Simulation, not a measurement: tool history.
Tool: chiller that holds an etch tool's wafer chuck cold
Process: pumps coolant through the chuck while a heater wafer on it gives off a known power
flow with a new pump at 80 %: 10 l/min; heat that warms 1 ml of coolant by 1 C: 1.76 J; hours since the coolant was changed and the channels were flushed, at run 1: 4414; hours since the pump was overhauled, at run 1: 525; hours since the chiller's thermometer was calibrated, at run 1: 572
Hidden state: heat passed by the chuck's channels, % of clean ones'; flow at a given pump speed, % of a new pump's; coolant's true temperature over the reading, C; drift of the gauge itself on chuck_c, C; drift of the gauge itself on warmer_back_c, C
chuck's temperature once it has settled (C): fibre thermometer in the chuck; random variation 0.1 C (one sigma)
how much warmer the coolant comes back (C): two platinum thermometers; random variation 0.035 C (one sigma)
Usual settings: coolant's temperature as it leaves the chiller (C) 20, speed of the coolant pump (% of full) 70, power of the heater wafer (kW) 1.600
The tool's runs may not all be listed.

| run | day | coolant's temperature as it leaves the chiller (C) | speed of the coolant pump (% of full) | power of the heater wafer (kW) | hours since the coolant was changed and the channels were flushed | hours since the pump was overhauled | hours since the chiller's thermometer was calibrated | chuck's temperature once it has settled (C) | how much warmer the coolant comes back (C) |
|---|---|---|---|---|---|---|---|---|---|
| 1 | 0.000 | 20 | 70 | 1.600 | 4414 | 525 | 572 | 34.7 | 6.27 |
| 2 | 1.221 | 20 | 70 | 1.600 | 4443 | 554 | 602 | 34.6 | 6.32 |
| 3 | 2.512 | 20 | 70 | 1.600 | 4474 | 585 | 633 | 34.8 | 6.28 |
| 4 | 3.592 | 20 | 77 | 1.600 | 4500 | 611 | 659 | 33.9 | 5.65 |
| 5 | 4.425 | 20 | 77 | 1.600 | 4520 | 631 | 679 | 33.7 | 5.66 |
| 6 | 5.467 | 20 | 70 | 1.426 | 4545 | 656 | 704 | 33.2 | 5.58 |
| 7 | 6.767 | 20 | 70 | 1.426 | 4576 | 688 | 735 | 33.0 | 5.58 |
| 8 | 7.667 | 20 | 70 | 1.426 | 4598 | 709 | 756 | 33.3 | 5.58 |
| 9 | 8.996 | 20 | 70 | 1.426 | 4629 | 741 | 788 | 33.0 | 5.51 |
| 10 | 10.229 | 20 | 70 | 1.426 | 4659 | 771 | 818 | 33.2 | 5.52 |
| 11 | 11.033 | 20 | 70 | 1.600 | 4678 | 790 | 837 | 34.6 | 6.28 |
| 12 | 12.404 | 20 | 70 | 1.600 | 4711 | 823 | 870 | 34.8 | 6.24 |
| 13 | 13.638 | 20 | 93 | 1.600 | 4741 | 852 | 900 | 32.4 | 4.69 |
| 14 | 14.662 | 20 | 70 | 1.600 | 4765 | 877 | 924 | 34.8 | 6.26 |
| 15 | 15.633 | 20 | 100 | 1.600 | 4789 | 900 | 948 | 31.7 | 4.39 |
| 16 | 16.908 | 20 | 100 | 1.600 | 4819 | 931 | 978 | 31.9 | 4.33 |
| 17 | 17.517 | 15 | 87 | 2.111 | 4834 | 945 | 993 | 31.8 | 6.61 |
| 18 | 18.912 | 15 | 87 | 2.111 | 4867 | 979 | 1026 | 31.7 | 6.58 |
| 19 | 20.317 | 15 | 87 | 2.111 | 4901 | 1013 | 1060 | 31.8 | 6.61 |
| 20 | 21.550 | 11 | 70 | 1.854 | 4931 | 1042 | 1090 | 27.9 | 7.23 |
| 21 | 22.188 | 11 | 70 | 1.854 | 4946 | 1058 | 1105 | 27.9 | 7.27 |
| 22 | 23.200 | 20 | 68 | 1.600 | 4970 | 1082 | 1129 | 34.7 | 6.47 |
| 23 | 24.392 | 17 | 70 | 1.701 | 4999 | 1111 | 1158 | 32.6 | 6.62 |
| 24 | 25.350 | 17 | 74 | 1.797 | 5022 | 1134 | 1181 | 32.9 | 6.66 |
| 25 | 26.521 | 13 | 62 | 1.797 | 5050 | 1162 | 1209 | 30.9 | 8.01 |
| 26 | 27.604 | 13 | 62 | 1.409 | 5076 | 1188 | 1235 | 26.9 | 6.25 |
| 27 | 28.708 | 15 | 90 | 0.891 | 5103 | 1214 | 1261 | 22.1 | 2.71 |
| 28 | 29.388 | 15 | 90 | 0.891 | 5119 | 1230 | 1278 | 21.9 | 2.65 |
| 29 | 30.742 | 15 | 90 | 1.995 | 5151 | 1263 | 1310 | 30.6 | 6.07 |
| 30 | 31.646 | 29 | 70 | 0.949 | 5173 | 1285 | 1332 | 37.9 | 3.76 |
| 31 | 32.708 | 21 | 97 | 1.600 | 5199 | 1310 | 1357 | 32.8 | 4.44 |
| 32 | 34.017 | 17 | 97 | 1.698 | 5230 | 1341 | 1389 | 29.7 | 4.70 |

Forecast each of these 4 alternatives for the next run:
| A | 34.979 | 14 | 85 | 2.139 | 5253 | 1365 | 1412 | ? | ? |
| B | 34.979 | 17 | 93 | 2.233 | 5253 | 1365 | 1412 | ? | ? |
| C | 34.979 | 20 | 74 | 1.600 | 5253 | 1365 | 1412 | ? | ? |
| D | 34.979 | 20 | 87 | 2.199 | 5253 | 1365 | 1412 | ? | ? |

| run | chuck's temperature once it has settled (C) | how much warmer the coolant comes back (C) |
|---|---|---|
| A | 31.3 | 6.83 |
| B | 34.0 | 6.50 |
| C | 34.1 | 5.94 |
| D | 37.6 | 6.87 |
Without the tool's hidden state the same runs would have given:
| run | chuck's temperature once it has settled (C) | how much warmer the coolant comes back (C) |
|---|---|---|
| A | 31.3 | 6.82 |
| B | 34.0 | 6.50 |
| C | 34.1 | 5.94 |
| D | 37.6 | 6.87 |
